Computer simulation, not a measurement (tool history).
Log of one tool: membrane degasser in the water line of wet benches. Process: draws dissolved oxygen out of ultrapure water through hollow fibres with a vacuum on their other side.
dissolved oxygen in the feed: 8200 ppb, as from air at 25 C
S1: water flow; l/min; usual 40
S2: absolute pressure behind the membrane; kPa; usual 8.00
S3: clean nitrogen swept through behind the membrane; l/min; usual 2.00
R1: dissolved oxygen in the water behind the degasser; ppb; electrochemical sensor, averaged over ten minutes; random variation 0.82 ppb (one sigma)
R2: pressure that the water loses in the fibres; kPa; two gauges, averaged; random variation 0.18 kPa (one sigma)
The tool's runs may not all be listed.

run,hour,S1,S2,S3,R1,R2
1,0.0,40,8.00,2.00,216.8,32.27
2,46.8,40,8.00,2.00,215.2,32.04
3,71.0,40,6.84,2.00,165.4,32.33
4,106.8,39,6.84,2.00,161.7,31.54
5,136.9,40,8.00,2.00,218.7,32.38
6,171.6,40,8.00,2.00,216.5,32.16
7,206.4,40,8.00,2.00,216.8,32.19
8,231.6,40,14.78,2.00,500.2,32.65
9,257.2,40,10.21,2.00,311.6,31.99
10,290.5,40,10.21,2.00,309.4,31.89
11,335.9,52,8.00,1.38,374.3,42.01
12,378.5,40,5.27,4.26,51.6,32.15
13,411.0,26,5.82,4.47,38.7,20.98
14,439.2,40,7.77,2.00,207.3,32.55
15,468.7,40,7.77,2.00,207.5,32.21
16,494.4,40,7.77,2.00,208.4,32.27
17,543.6,40,7.77,2.00,208.5,32.26
18,585.6,40,13.37,2.00,442.6,32.59
19,615.1,40,8.00,1.38,295.4,32.27

4 ways to go on from here, each from the tool as it stands after run 19. What would each give?
A,664.2,39,6.55,2.63,?,?
B,664.2,40,8.00,3.62,?,?
C,664.2,40,19.30,1.38,?,?
D,664.2,43,11.51,0.80,?,?

run,R1,R2
A,118.9,31.79
B,129.6,32.12
C,912.1,32.47
D,786.1,34.66
Without the tool's hidden state the same runs would have given:
run,R1,R2
A,114.8,31.33
B,125.8,31.66
C,902.9,32.00
D,779.8,34.16
